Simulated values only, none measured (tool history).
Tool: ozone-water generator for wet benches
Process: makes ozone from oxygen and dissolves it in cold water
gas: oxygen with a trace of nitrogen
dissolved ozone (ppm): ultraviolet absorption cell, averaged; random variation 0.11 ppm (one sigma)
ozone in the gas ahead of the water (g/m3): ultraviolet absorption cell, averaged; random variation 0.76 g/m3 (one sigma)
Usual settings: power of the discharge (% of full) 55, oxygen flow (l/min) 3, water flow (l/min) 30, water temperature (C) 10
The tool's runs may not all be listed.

| run | hour | power of the discharge (% of full) | oxygen flow (l/min) | water flow (l/min) | water temperature (C) | dissolved ozone (ppm) | ozone in the gas ahead of the water (g/m3) |
|---|---|---|---|---|---|---|---|
| 1 | 0 | 55 | 3 | 30 | 10 | 6.2 | 107.9 |
| 2 | 51.4 | 55 | 3 | 30 | 10 | 6.1 | 105.9 |
| 3 | 99.4 | 55 | 3 | 30 | 10 | 6.1 | 106.8 |
| 4 | 127.9 | 55 | 3 | 30 | 10 | 6.1 | 107.6 |
| 5 | 166.5 | 55 | 2.16 | 30 | 10 | 5.5 | 125.3 |
| 6 | 198 | 55 | 1.81 | 30 | 10 | 5.3 | 137.1 |
| 7 | 238.2 | 55 | 1.81 | 30 | 10 | 5.1 | 136.6 |
| 8 | 277.3 | 55 | 3 | 30 | 10 | 6 | 105.2 |
| 9 | 301.1 | 55 | 3 | 30 | 10 | 6.1 | 106.5 |
| 10 | 347.8 | 55 | 3 | 30 | 10 | 6.1 | 105.3 |
| 11 | 389 | 55 | 3 | 30 | 10 | 6.2 | 106.3 |
| 12 | 415.4 | 55 | 3 | 30 | 10 | 6.1 | 104.6 |
| 13 | 445.5 | 55 | 3 | 30 | 10 | 6.2 | 104.5 |
| 14 | 483.2 | 55 | 3 | 30 | 10 | 6.1 | 105.3 |
| 15 | 528 | 60 | 3 | 30 | 10 | 6.6 | 113.8 |
| 16 | 564.8 | 60 | 3 | 30 | 10 | 6.3 | 112.2 |
| 17 | 589.9 | 60 | 3 | 30 | 10 | 6.4 | 111.1 |
| 18 | 633.7 | 55 | 2.82 | 26 | 10 | 6.5 | 106.5 |
| 19 | 670.5 | 55 | 5.31 | 32 | 10 | 6.6 | 77.4 |
| 20 | 699.1 | 55 | 5.31 | 32 | 10 | 6.6 | 79.6 |
| 21 | 744 | 55 | 4.35 | 30 | 6 | 6.9 | 86.3 |
| 22 | 788.7 | 71 | 3 | 30 | 7 | 7.4 | 127 |
| 23 | 836.7 | 45 | 3 | 39 | 10 | 3.9 | 86.6 |
| 24 | 871.1 | 45 | 3 | 39 | 10 | 4 | 87.3 |
| 25 | 920.2 | 55 | 3 | 30 | 17 | 5.6 | 102.3 |
| 26 | 956.2 | 54 | 3 | 23 | 17 | 6.9 | 102.6 |
| 27 | 990.7 | 54 | 3 | 23 | 10 | 7.6 | 99.7 |
| 28 | 1042 | 55 | 3.5 | 30 | 10 | 6.2 | 94.8 |
| 29 | 1071.2 | 55 | 3.89 | 22 | 6 | 8.6 | 88.9 |
| 30 | 1102 | 55 | 3.89 | 22 | 6 | 8.7 | 88.6 |
| 31 | 1136.8 | 56 | 3.13 | 22 | 15 | 7.8 | 99.7 |
| 32 | 1176.7 | 45 | 3 | 47 | 14 | 3 | 87.1 |
| 33 | 1214.7 | 47 | 4.4 | 29 | 12 | 5.9 | 73.1 |

Not shown: 2 entries that the log had between the listed runs. Between which runs, and how does the tool's hidden state differ before and after?
Between runs 28 and 29: water thermometer calibrated (hour 1057.9)
  yield of the discharge, % of new electrodes': 87.8 -> 87.6; contactor's efficiency, % of a clean one's: 95.4 -> 95.3; true water temperature over the reading, C: 0.38 -> 0.02
  measured less the result without the state, dissolved ozone (ppm): -0.8 -> -1.1; ozone in the gas ahead of the water (g/m3): -10.3 -> -9.8
Between runs 29 and 30: contactor cleaned (hour 1083.4)
  yield of the discharge, % of new electrodes': 87.6 -> 87.5; contactor's efficiency, % of a clean one's: 95.3 -> 99.2
  measured less the result without the state, dissolved ozone (ppm): -1.1 -> -1; ozone in the gas ahead of the water (g/m3): -9.8 -> -10
